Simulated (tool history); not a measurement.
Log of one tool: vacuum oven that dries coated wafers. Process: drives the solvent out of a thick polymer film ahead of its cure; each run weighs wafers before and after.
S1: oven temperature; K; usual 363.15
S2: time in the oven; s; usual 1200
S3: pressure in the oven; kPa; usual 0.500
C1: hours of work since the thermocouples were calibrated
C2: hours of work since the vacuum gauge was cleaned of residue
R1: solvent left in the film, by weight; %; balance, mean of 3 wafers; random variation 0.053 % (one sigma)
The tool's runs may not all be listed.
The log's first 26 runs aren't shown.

run,hour,S1,S2,S3,C1,C2,R1
27,957.7,359.15,1200,1.218,273,1480,3.45
28,1008.0,364.15,960,1.768,310,1517,3.70
29,1044.8,363.15,1200,1.265,337,1543,2.69
30,1087.7,363.15,1200,1.265,368,1575,2.70
31,1116.6,363.15,1080,0.401,389,1596,1.82
32,1147.8,371.15,660,0.500,412,1618,2.25
33,1168.5,352.15,720,0.614,427,1633,6.00
34,1192.8,352.15,840,0.614,445,1651,5.56
35,1225.3,363.15,1200,0.384,468,1675,1.48
36,1251.6,363.15,1200,0.384,487,1694,1.50
37,1294.7,363.15,1200,0.384,519,1725,1.52
38,1335.0,363.15,660,1.677,548,1755,5.16
39,1356.6,363.15,660,1.677,564,1770,5.06
# hour 1389.1: vacuum gauge cleaned of residue and calibrated
40,1389.1,363.15,660,1.677,586,0,5.04
41,1425.7,352.15,780,1.146,613,27,6.39
42,1474.4,352.15,780,1.146,648,62,6.50
43,1521.6,369.15,840,0.341,683,96,1.58
44,1562.1,369.15,840,0.341,712,126,1.56
45,1596.5,363.15,1200,1.198,737,151,2.55
# hour 1604.2: oven's thermocouples calibrated
46,1625.2,363.15,1860,0.500,15,170,0.96
47,1669.9,363.15,1860,0.500,48,203,0.92

Forecast each of these 4 alternatives for the next run:
A,1710.0,365.15,1860,1.840,77,232,?
B,1710.0,365.15,1860,0.601,77,232,?
C,1710.0,366.15,1200,0.500,77,232,?
D,1710.0,363.15,1080,0.500,77,232,?

run,R1
A,2.63
B,0.91
C,1.32
D,1.93
Without the tool's hidden state the same runs would have given:
run,R1
A,2.62
B,0.91
C,1.32
D,1.92

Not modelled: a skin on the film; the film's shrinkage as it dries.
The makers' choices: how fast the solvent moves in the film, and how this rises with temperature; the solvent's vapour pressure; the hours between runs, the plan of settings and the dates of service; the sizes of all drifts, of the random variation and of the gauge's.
